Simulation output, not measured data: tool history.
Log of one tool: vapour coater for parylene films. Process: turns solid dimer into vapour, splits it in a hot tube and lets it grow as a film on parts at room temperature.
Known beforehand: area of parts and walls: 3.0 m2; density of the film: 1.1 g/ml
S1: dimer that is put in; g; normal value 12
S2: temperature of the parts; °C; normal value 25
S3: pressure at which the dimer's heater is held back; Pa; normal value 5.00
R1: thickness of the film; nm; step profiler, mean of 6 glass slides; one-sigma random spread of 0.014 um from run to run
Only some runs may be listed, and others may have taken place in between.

run 1 hour=0.0 | S1=12 S2=25 S3=5.00 | R1=2280
run 2 hour=47.5 | S1=12 S2=25 S3=5.00 | R1=2270
run 3 hour=111.5 | S1=12 S2=25 S3=5.00 | R1=2290
-- hour=131.7 table's thermometer calibrated
run 4 hour=155.3 | S1=12 S2=25 S3=2.19 | R1=2680
-- hour=187.0 trap's valve overhauled
run 5 hour=222.7 | S1=6 S2=25 S3=5.00 | R1=1160
run 6 hour=291.8 | S1=12 S2=25 S3=3.41 | R1=2440
run 7 hour=328.9 | S1=12 S2=25 S3=3.41 | R1=2470
run 8 hour=366.2 | S1=7 S2=25 S3=3.41 | R1=1460
run 9 hour=420.9 | S1=7 S2=25 S3=2.92 | R1=1480
run 10 hour=494.3 | S1=12 S2=25 S3=5.00 | R1=2270
run 11 hour=556.4 | S1=7 S2=25 S3=5.00 | R1=1320
run 12 hour=623.7 | S1=7 S2=25 S3=5.00 | R1=1340
run 13 hour=654.4 | S1=12 S2=22 S3=5.00 | R1=2520
run 14 hour=706.7 | S1=12 S2=22 S3=5.00 | R1=2500
run 15 hour=776.6 | S1=12 S2=22 S3=5.00 | R1=2520
run 16 hour=820.2 | S1=12 S2=22 S3=5.00 | R1=2510
run 17 hour=880.6 | S1=12 S2=22 S3=5.00 | R1=2520
-- hour=942.7 trap's valve overhauled
run 18 hour=949.3 | S1=12 S2=22 S3=5.00 | R1=2500
run 19 hour=1022.2 | S1=12 S2=25 S3=5.33 | R1=2270
run 20 hour=1095.4 | S1=12 S2=25 S3=7.62 | R1=2080
run 21 hour=1170.2 | S1=12 S2=25 S3=7.62 | R1=2080
run 22 hour=1232.5 | S1=12 S2=25 S3=7.62 | R1=2100
run 23 hour=1297.5 | S1=12 S2=25 S3=7.62 | R1=2090
run 24 hour=1367.3 | S1=7 S2=25 S3=7.62 | R1=1230
run 25 hour=1422.7 | S1=14 S2=22 S3=9.56 | R1=2560
run 26 hour=1465.5 | S1=14 S2=22 S3=9.56 | R1=2590
run 27 hour=1525.7 | S1=17 S2=31 S3=5.00 | R1=2670
run 28 hour=1583.4 | S1=12 S2=22 S3=5.00 | R1=2520
run 29 hour=1623.1 | S1=12 S2=22 S3=5.00 | R1=2530
-- hour=1697.9 trap's valve overhauled
run 30 hour=1700.6 | S1=6 S2=25 S3=5.64 | R1=1130
run 31 hour=1766.3 | S1=12 S2=22 S3=5.00 | R1=2510
run 32 hour=1840.8 | S1=12 S2=22 S3=5.00 | R1=2500
run 33 hour=1871.5 | S1=12 S2=28 S3=2.84 | R1=2350
run 34 hour=1942.9 | S1=10 S2=27 S3=4.77 | R1=1800
run 35 hour=1975.9 | S1=12 S2=24 S3=5.49 | R1=2320
run 36 hour=2010.2 | S1=13 S2=25 S3=9.38 | R1=2160
run 37 hour=2066.1 | S1=6 S2=24 S3=4.53 | R1=1180
run 38 hour=2136.7 | S1=6 S2=24 S3=4.53 | R1=1200
run 39 hour=2175.1 | S1=10 S2=25 S3=4.53 | R1=1910
run 40 hour=2244.5 | S1=6 S2=25 S3=4.61 | R1=1160
run 41 hour=2309.0 | S1=8 S2=19 S3=5.00 | R1=1820
run 42 hour=2362.8 | S1=8 S2=19 S3=5.00 | R1=1870
run 43 hour=2420.6 | S1=12 S2=34 S3=5.00 | R1=1660
-- hour=2455.6 trap's valve overhauled
run 44 hour=2462.0 | S1=12 S2=34 S3=5.00 | R1=1700
run 45 hour=2501.4 | S1=10 S2=34 S3=2.13 | R1=1700
run 46 hour=2556.5 | S1=11 S2=25 S3=5.82 | R1=2040
run 47 hour=2622.2 | S1=12 S2=20 S3=5.00 | R1=2690
run 48 hour=2657.5 | S1=12 S2=20 S3=5.00 | R1=2690

Alternative continuations, all from the tool just after run 48; predict every row:
run A hour=2703.7 | S1=12 S2=25 S3=9.22 | R1=?
run B hour=2703.7 | S1=18 S2=20 S3=5.00 | R1=?
run C hour=2703.7 | S1=12 S2=25 S3=5.00 | R1=?

run=A R1=2040
run=B R1=4020
run=C R1=2310
Had the tool no hidden state, the same runs would have come out as:
run=A R1=2040
run=B R1=4020
run=C R1=2310
